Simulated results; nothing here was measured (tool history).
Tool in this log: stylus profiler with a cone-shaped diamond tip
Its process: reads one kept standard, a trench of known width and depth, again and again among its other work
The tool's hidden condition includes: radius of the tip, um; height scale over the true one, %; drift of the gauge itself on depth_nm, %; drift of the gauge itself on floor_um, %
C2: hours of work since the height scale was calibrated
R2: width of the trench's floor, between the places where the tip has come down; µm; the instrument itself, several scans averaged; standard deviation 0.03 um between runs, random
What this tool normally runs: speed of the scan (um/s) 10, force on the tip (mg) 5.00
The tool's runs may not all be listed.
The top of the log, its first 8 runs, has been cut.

{"run": 9, "hour": 104.2, "speed of the scan (um/s)": 28, "force on the tip (mg)": 5.0, "scans with this tip": 1984, "C2": 160, "depth of the trench (nm)": 102.62, "R2": 27.88}
{"run": 10, "hour": 112.3, "speed of the scan (um/s)": 13, "force on the tip (mg)": 5.0, "scans with this tip": 2057, "C2": 166, "depth of the trench (nm)": 102.55, "R2": 27.95}
{"run": 11, "hour": 126.1, "speed of the scan (um/s)": 2, "force on the tip (mg)": 5.0, "scans with this tip": 2181, "C2": 176, "depth of the trench (nm)": 102.61, "R2": 27.98}
{"run": 12, "hour": 144.1, "speed of the scan (um/s)": 10, "force on the tip (mg)": 5.0, "scans with this tip": 2343, "C2": 189, "depth of the trench (nm)": 102.58, "R2": 27.9}
{"run": 13, "hour": 159.1, "speed of the scan (um/s)": 10, "force on the tip (mg)": 10.65, "scans with this tip": 2478, "C2": 200, "depth of the trench (nm)": 104.26, "R2": 27.97}
{"run": 14, "hour": 170.9, "speed of the scan (um/s)": 3, "force on the tip (mg)": 5.0, "scans with this tip": 2584, "C2": 208, "depth of the trench (nm)": 102.55, "R2": 27.96}
{"run": 15, "hour": 189.9, "speed of the scan (um/s)": 10, "force on the tip (mg)": 9.18, "scans with this tip": 2755, "C2": 222, "depth of the trench (nm)": 103.94, "R2": 27.96}
{"run": 16, "hour": 206.8, "speed of the scan (um/s)": 10, "force on the tip (mg)": 9.18, "scans with this tip": 2906, "C2": 234, "depth of the trench (nm)": 103.97, "R2": 27.9}
{"run": 17, "hour": 223.6, "speed of the scan (um/s)": 10, "force on the tip (mg)": 9.18, "scans with this tip": 3057, "C2": 246, "depth of the trench (nm)": 103.8, "R2": 27.97}
{"run": 18, "hour": 238.5, "speed of the scan (um/s)": 10, "force on the tip (mg)": 3.17, "scans with this tip": 3192, "C2": 257, "depth of the trench (nm)": 101.95, "R2": 27.93}
{"run": 19, "hour": 247.4, "speed of the scan (um/s)": 10, "force on the tip (mg)": 3.17, "scans with this tip": 3272, "C2": 264, "depth of the trench (nm)": 101.92, "R2": 27.88}
{"run": 20, "hour": 262.0, "speed of the scan (um/s)": 10, "force on the tip (mg)": 3.17, "scans with this tip": 3403, "C2": 274, "depth of the trench (nm)": 101.89, "R2": 27.91}
{"run": 21, "hour": 278.0, "speed of the scan (um/s)": 10, "force on the tip (mg)": 4.14, "scans with this tip": 3547, "C2": 286, "depth of the trench (nm)": 102.25, "R2": 27.9}
{"run": 22, "hour": 287.0, "speed of the scan (um/s)": 10, "force on the tip (mg)": 3.23, "scans with this tip": 3628, "C2": 292, "depth of the trench (nm)": 102.03, "R2": 27.9}
{"run": 23, "hour": 298.0, "speed of the scan (um/s)": 4, "force on the tip (mg)": 6.27, "scans with this tip": 3727, "C2": 300, "depth of the trench (nm)": 102.98, "R2": 27.96}
{"run": 24, "hour": 311.1, "speed of the scan (um/s)": 2, "force on the tip (mg)": 10.95, "scans with this tip": 3844, "C2": 310, "depth of the trench (nm)": 104.49, "R2": 27.97}

The next listed run, before its measurement:
{"run": 25, "hour": 328.7, "speed of the scan (um/s)": 38, "force on the tip (mg)": 5.0, "scans with this tip": 4003, "C2": 323, "depth of the trench (nm)": "?", "R2": "?"}

{"run 25": {"depth of the trench (nm)": 102.58, "R2": 27.82}}
With no hidden state in the tool, this same run would have given depth of the trench (nm) 102.65, R2 27.90 µm.
